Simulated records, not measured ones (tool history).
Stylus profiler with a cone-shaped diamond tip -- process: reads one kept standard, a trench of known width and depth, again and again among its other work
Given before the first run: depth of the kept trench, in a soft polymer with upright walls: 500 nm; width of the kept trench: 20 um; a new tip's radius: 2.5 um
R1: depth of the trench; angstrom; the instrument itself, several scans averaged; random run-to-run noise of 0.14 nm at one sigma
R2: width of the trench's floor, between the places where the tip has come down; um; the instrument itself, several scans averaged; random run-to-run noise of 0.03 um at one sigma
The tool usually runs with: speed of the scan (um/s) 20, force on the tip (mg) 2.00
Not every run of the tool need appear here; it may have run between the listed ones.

Run 1, hour 0.0: usual settings. Result: R1 5030.7 angstrom, R2 16.80 um.
Run 2, hour 61.1: usual settings. Result: R1 5035.3 angstrom, R2 16.79 um.
Run 3, hour 136.7: usual settings. Result: R1 5035.7 angstrom, R2 16.77 um.
Run 4, hour 183.0: usual settings. Result: R1 5034.2 angstrom, R2 16.75 um.
Run 5, hour 262.4: usual settings. Result: R1 5036.3 angstrom, R2 16.72 um.
Run 6, hour 307.9: usual settings. Result: R1 5037.6 angstrom, R2 16.71 um.
Run 7, hour 368.7: usual settings but force on the tip (mg) 1.68. Result: R1 5037.0 angstrom, R2 16.68 um.
Run 8, hour 450.0: usual settings but speed of the scan (um/s) 34. Result: R1 5039.2 angstrom, R2 16.53 um.
Run 9, hour 520.3: usual settings. Result: R1 5040.2 angstrom, R2 16.62 um.
Run 10, hour 595.6: usual settings. Result: R1 5039.6 angstrom, R2 16.60 um.
Run 11, hour 663.5: usual settings. Result: R1 5044.1 angstrom, R2 16.61 um.
Run 12, hour 725.7: usual settings. Result: R1 5041.8 angstrom, R2 16.54 um.
Run 13, hour 763.7: usual settings. Result: R1 5043.5 angstrom, R2 16.57 um.
Run 14, hour 823.3: usual settings but speed of the scan (um/s) 59. Result: R1 5043.8 angstrom, R2 16.27 um.
Run 15, hour 876.6: usual settings but force on the tip (mg) 3.13. Result: R1 5054.6 angstrom, R2 16.60 um.
Run 16, hour 928.7: usual settings but force on the tip (mg) 3.13. Result: R1 5055.6 angstrom, R2 16.55 um.
Run 17, hour 990.0: usual settings but force on the tip (mg) 0.77. Result: R1 5030.4 angstrom, R2 16.43 um.
Run 18, hour 1054.4: usual settings. Result: R1 5049.2 angstrom, R2 16.52 um.
Run 19, hour 1124.8: usual settings. Result: R1 5046.9 angstrom, R2 16.49 um.
Run 20, hour 1207.7: usual settings. Result: R1 5050.2 angstrom, R2 16.47 um.
Run 21, hour 1280.1: usual settings. Result: R1 5048.5 angstrom, R2 16.46 um.
Run 22, hour 1356.3: usual settings but speed of the scan (um/s) 36, force on the tip (mg) 0.88. Result: R1 5033.8 angstrom, R2 16.19 um.
Run 23, hour 1439.3: usual settings but speed of the scan (um/s) 36, force on the tip (mg) 0.88. Result: R1 5037.5 angstrom, R2 16.19 um.
Run 24, hour 1491.8: usual settings but speed of the scan (um/s) 57. Result: R1 5050.5 angstrom, R2 16.14 um.
Run 25, hour 1548.0: usual settings but speed of the scan (um/s) 31, force on the tip (mg) 0.86. Result: R1 5021.7 angstrom, R2 16.16 um.
Run 26, hour 1639.4: usual settings but speed of the scan (um/s) 63, force on the tip (mg) 1.78. Result: R1 5032.0 angstrom, R2 16.00 um.
Run 27, hour 1729.9: usual settings but speed of the scan (um/s) 28, force on the tip (mg) 1.53. Result: R1 5031.8 angstrom, R2 16.21 um.
Run 28, hour 1816.6: usual settings but speed of the scan (um/s) 49, force on the tip (mg) 1.13. Result: R1 5027.0 angstrom, R2 16.01 um.
Run 29, hour 1891.1: usual settings but speed of the scan (um/s) 9, force on the tip (mg) 2.13. Result: R1 5040.6 angstrom, R2 16.37 um.
Run 30, hour 1955.5: usual settings but speed of the scan (um/s) 9, force on the tip (mg) 2.13. Result: R1 5041.6 angstrom, R2 16.36 um.
Run 31, hour 2000.8: usual settings but speed of the scan (um/s) 9, force on the tip (mg) 4.95. Result: R1 5069.5 angstrom, R2 16.33 um.
Run 32, hour 2065.9: usual settings but speed of the scan (um/s) 46, force on the tip (mg) 0.67. Result: R1 5025.4 angstrom, R2 15.79 um.
Run 33, hour 2118.6: usual settings but speed of the scan (um/s) 46, force on the tip (mg) 1.33. Result: R1 5034.6 angstrom, R2 15.97 um.
Run 34, hour 2201.1: usual settings but speed of the scan (um/s) 30, force on the tip (mg) 1.07. Result: R1 5029.9 angstrom, R2 16.11 um.
Run 35, hour 2256.5: usual settings but speed of the scan (um/s) 37, force on the tip (mg) 0.99. Result: R1 5027.7 angstrom, R2 15.95 um.
Run 36, hour 2329.0: usual settings but speed of the scan (um/s) 30, force on the tip (mg) 1.22. Result: R1 5036.0 angstrom, R2 16.07 um.
Run 37, hour 2382.5: usual settings but speed of the scan (um/s) 8, force on the tip (mg) 1.22. Result: R1 5034.8 angstrom, R2 16.23 um.
Run 38, hour 2473.8: usual settings but speed of the scan (um/s) 10, force on the tip (mg) 0.71. Result: R1 5028.7 angstrom, R2 16.16 um.
Run 39, hour 2538.1: usual settings but speed of the scan (um/s) 10, force on the tip (mg) 0.71. Result: R1 5029.1 angstrom, R2 16.19 um.
Run 40, hour 2588.5: usual settings but speed of the scan (um/s) 42, force on the tip (mg) 4.90. Result: R1 5073.6 angstrom, R2 16.07 um.
Run 41, hour 2664.2: usual settings but speed of the scan (um/s) 30, force on the tip (mg) 1.66. Result: R1 5043.1 angstrom, R2 15.98 um.
Run 42, hour 2708.6: usual settings but speed of the scan (um/s) 16, force on the tip (mg) 5.86. Result: R1 5085.5 angstrom, R2 16.14 um.

Missing from the log above: 1 entry noted between runs. For each, name the pair of listed runs it sits between and say how the tool's hidden condition differs from the listed run just before to the listed run just after:
Between runs 24 and 25: height scale calibrated on a step standard (hour 1498.8)
  radius of the tip, um: 3.25 -> 3.28; height scale over the true one, %: 0.355 -> 0.035
  measured minus no-state result, R1: +17.8 -> +1.8 angstrom; R2: -0.47 -> -0.48 um

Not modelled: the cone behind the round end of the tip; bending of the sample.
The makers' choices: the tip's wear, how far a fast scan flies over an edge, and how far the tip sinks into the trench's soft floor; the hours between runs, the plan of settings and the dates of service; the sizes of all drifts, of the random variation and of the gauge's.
